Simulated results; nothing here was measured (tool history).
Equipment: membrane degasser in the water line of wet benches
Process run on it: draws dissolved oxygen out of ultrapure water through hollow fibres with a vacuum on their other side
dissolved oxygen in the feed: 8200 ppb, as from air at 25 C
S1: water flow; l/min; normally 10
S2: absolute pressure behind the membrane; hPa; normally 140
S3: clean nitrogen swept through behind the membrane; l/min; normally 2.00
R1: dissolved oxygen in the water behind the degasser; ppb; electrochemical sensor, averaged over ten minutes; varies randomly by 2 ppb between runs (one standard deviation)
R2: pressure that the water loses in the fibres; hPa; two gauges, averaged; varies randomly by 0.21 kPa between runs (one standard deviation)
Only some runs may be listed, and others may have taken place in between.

run	hour	S1	S2	S3	R1	R2
1	0.0	10	140	2.00	202.4	503.8
2	55.5	10	140	2.00	203.7	503.2
3	111.6	10	140	2.00	205.0	505.2
4	150.4	8	140	2.00	140.6	402.6
5	176.1	8	140	2.00	139.9	407.0
6	206.6	8	306	2.00	297.6	404.2
7	243.0	14	306	2.00	628.9	705.5
8	276.8	14	306	2.00	629.0	703.7
9	313.8	14	306	2.00	621.1	708.5
10	356.8	14	306	2.00	621.0	706.5
11	413.0	14	140	2.00	366.6	707.4
12	438.2	10	140	2.40	186.0	504.4
13	474.8	10	140	2.40	182.1	504.3
14	521.2	10	140	5.09	125.2	504.8
15	544.6	10	140	5.09	127.4	504.6
16	575.1	10	115	5.40	111.2	506.9
17	598.5	12	186	1.22	474.4	610.3
18	638.4	10	330	3.67	271.5	507.7
19	681.8	10	330	3.67	269.8	507.0
20	737.7	10	246	3.67	217.8	505.3
21	772.0	7	246	0.88	418.8	354.5
22	827.7	10	282	0.99	642.6	505.8
23	855.1	7	86	0.87	124.7	355.5
24	896.5	10	86	1.60	153.5	509.9
25	928.4	8	86	3.94	61.7	407.5
26	968.5	8	300	3.94	170.2	403.3
27	1008.2	7	254	5.19	94.2	354.4
28	1032.3	10	161	5.06	138.2	506.3
29	1057.1	13	196	3.05	324.2	662.0
30	1103.4	10	140	1.81	219.3	506.5

Predict each of these 3 candidate next runs independently; none follows another, all start after run 30:
A	1155.6	11	140	3.49	?	?
B	1155.6	10	140	2.69	?	?
C	1155.6	12	92	5.02	?	?

run	R1	R2
A	187.3	552.3
B	175.1	511.0
C	167.7	610.4
With the hidden condition removed and each run's random variation left untouched, the same runs would have given:
run	R1	R2
A	179.1	544.9
B	167.5	504.2
C	159.6	602.2

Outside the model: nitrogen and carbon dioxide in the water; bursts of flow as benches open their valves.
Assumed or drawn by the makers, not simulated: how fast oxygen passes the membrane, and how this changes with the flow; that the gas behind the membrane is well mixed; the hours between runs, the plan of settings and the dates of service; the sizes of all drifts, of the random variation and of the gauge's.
